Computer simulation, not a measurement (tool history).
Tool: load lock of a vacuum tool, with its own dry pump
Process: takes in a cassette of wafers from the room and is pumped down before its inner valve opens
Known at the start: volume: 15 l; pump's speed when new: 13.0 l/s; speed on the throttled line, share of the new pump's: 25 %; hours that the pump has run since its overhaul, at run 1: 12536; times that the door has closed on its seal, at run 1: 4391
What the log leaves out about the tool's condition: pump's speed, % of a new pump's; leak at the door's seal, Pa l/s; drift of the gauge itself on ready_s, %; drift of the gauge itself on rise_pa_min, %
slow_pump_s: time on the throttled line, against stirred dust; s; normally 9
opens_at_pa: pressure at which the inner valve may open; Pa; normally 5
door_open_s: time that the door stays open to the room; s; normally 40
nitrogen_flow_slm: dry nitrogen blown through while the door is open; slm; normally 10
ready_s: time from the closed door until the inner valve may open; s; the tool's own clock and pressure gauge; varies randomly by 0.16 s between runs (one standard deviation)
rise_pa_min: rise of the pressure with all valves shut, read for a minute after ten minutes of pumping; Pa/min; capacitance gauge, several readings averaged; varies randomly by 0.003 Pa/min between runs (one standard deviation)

run,hour,slow_pump_s,opens_at_pa,door_open_s,nitrogen_flow_slm,hours that the pump has run since its overhaul,times that the door has closed on its seal,"incoming humidity of the room's air, %",ready_s,rise_pa_min
1,0,9,5,40,10,12536,4391,46.3,18.3,0.057
2,232.4,9,5,40,10,12768,4701,45.4,18.2,0.057
3,428.5,9,5,40,10,12964,4962,47.4,18.8,0.055
4,697.8,9,5,40,10,13234,5321,46.2,18.7,0.054
5,995.9,9,5,40,10,13532,5718,45.3,18.4,0.054
6,1198.1,9,5,40,10,13734,5988,42.5,18.2,0.055
7,1414.2,9,5,40,10,13950,6276,44.7,18.2,0.049
# hour 1603.9: dry pump taken out, an overhauled one fitted
8,1734.7,4,5,40,10,131,6695,48.4,14.6,0.06
9,1976.5,4,5,40,10,373,7017,44.3,14.6,0.053
10,2194.7,10,5,61,16,591,7308,40.6,18.9,0.051
11,2482.1,10,5,27,33,878,7691,45.4,19.3,0.026
12,2630,6,5,199,33,1026,7888,43.6,16,0.069
13,2851.2,6,5,57,33,1247,8183,46,16.5,0.045
14,3164.5,12,5,228,18,1561,8600,44.6,20.8,0.1
15,3446.6,12,5,54,10,1843,8976,42.4,20.7,0.059
16,3655.2,12,9,29,19,2051,9254,45.8,19.7,0.042
17,3967.1,10,4,35,5,2363,9670,45.2,19.4,0.058

Describe how what the log doesn't record of the tool's condition differs between the last listed run preceding each entry between runs and the first listed run following it.
Runs 7 to 8: dry pump taken out, an overhauled one fitted (hour 1603.9)
  pump's speed, % of a new pump's: 99.9 -> 100
